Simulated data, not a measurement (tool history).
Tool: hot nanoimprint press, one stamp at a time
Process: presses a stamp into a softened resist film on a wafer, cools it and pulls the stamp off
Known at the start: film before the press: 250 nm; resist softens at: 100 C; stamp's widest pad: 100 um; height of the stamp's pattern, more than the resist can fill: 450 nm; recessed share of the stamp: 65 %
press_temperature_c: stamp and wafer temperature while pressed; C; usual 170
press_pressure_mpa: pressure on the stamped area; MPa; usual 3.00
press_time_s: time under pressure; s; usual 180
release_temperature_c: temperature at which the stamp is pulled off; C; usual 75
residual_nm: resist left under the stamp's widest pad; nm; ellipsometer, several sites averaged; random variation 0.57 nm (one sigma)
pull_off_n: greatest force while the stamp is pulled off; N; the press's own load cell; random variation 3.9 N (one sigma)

{"run": 1, "hour": 0.0, "press_temperature_c": 170, "press_pressure_mpa": 3.0, "press_time_s": 180, "release_temperature_c": 75, "residual_nm": 128.1, "pull_off_n": 193}
{"run": 2, "hour": 23.8, "press_temperature_c": 170, "press_pressure_mpa": 3.0, "press_time_s": 180, "release_temperature_c": 75, "residual_nm": 128.4, "pull_off_n": 182}
{"run": 3, "hour": 46.1, "press_temperature_c": 170, "press_pressure_mpa": 3.0, "press_time_s": 102, "release_temperature_c": 75, "residual_nm": 150.5, "pull_off_n": 188}
{"run": 4, "hour": 66.8, "press_temperature_c": 170, "press_pressure_mpa": 3.0, "press_time_s": 180, "release_temperature_c": 75, "residual_nm": 127.4, "pull_off_n": 188}
{"run": 5, "hour": 90.3, "press_temperature_c": 170, "press_pressure_mpa": 3.0, "press_time_s": 180, "release_temperature_c": 75, "residual_nm": 128.3, "pull_off_n": 189}
{"run": 6, "hour": 105.1, "press_temperature_c": 170, "press_pressure_mpa": 3.0, "press_time_s": 180, "release_temperature_c": 75, "residual_nm": 127.9, "pull_off_n": 193}
{"run": 7, "hour": 130.0, "press_temperature_c": 170, "press_pressure_mpa": 3.0, "press_time_s": 180, "release_temperature_c": 75, "residual_nm": 127.8, "pull_off_n": 185}
{"run": 8, "hour": 151.8, "press_temperature_c": 170, "press_pressure_mpa": 3.0, "press_time_s": 180, "release_temperature_c": 75, "residual_nm": 127.5, "pull_off_n": 193}
{"run": 9, "hour": 164.7, "press_temperature_c": 170, "press_pressure_mpa": 3.0, "press_time_s": 180, "release_temperature_c": 75, "residual_nm": 127.5, "pull_off_n": 188}
{"run": 10, "hour": 181.8, "press_temperature_c": 170, "press_pressure_mpa": 3.0, "press_time_s": 180, "release_temperature_c": 76, "residual_nm": 127.1, "pull_off_n": 190}
{"run": 11, "hour": 199.2, "press_temperature_c": 170, "press_pressure_mpa": 3.82, "press_time_s": 112, "release_temperature_c": 76, "residual_nm": 133.8, "pull_off_n": 182}
{"hour": 203.7, "done": "plate thermocouple calibrated"}
{"run": 12, "hour": 216.7, "press_temperature_c": 166, "press_pressure_mpa": 3.82, "press_time_s": 135, "release_temperature_c": 61, "residual_nm": 150.3, "pull_off_n": 230}
{"run": 13, "hour": 241.0, "press_temperature_c": 180, "press_pressure_mpa": 4.62, "press_time_s": 170, "release_temperature_c": 73, "residual_nm": 63.8, "pull_off_n": 202}

The next listed run, before its measurement:
{"run": 14, "hour": 261.1, "press_temperature_c": 180, "press_pressure_mpa": 4.62, "press_time_s": 170, "release_temperature_c": 73, "residual_nm": "?", "pull_off_n": "?"}

{"run 14": {"residual_nm": 64.8, "pull_off_n": 194}}
Without the tool's hidden state the same run would have given residual_nm 64.7 nm, pull_off_n 192 N.
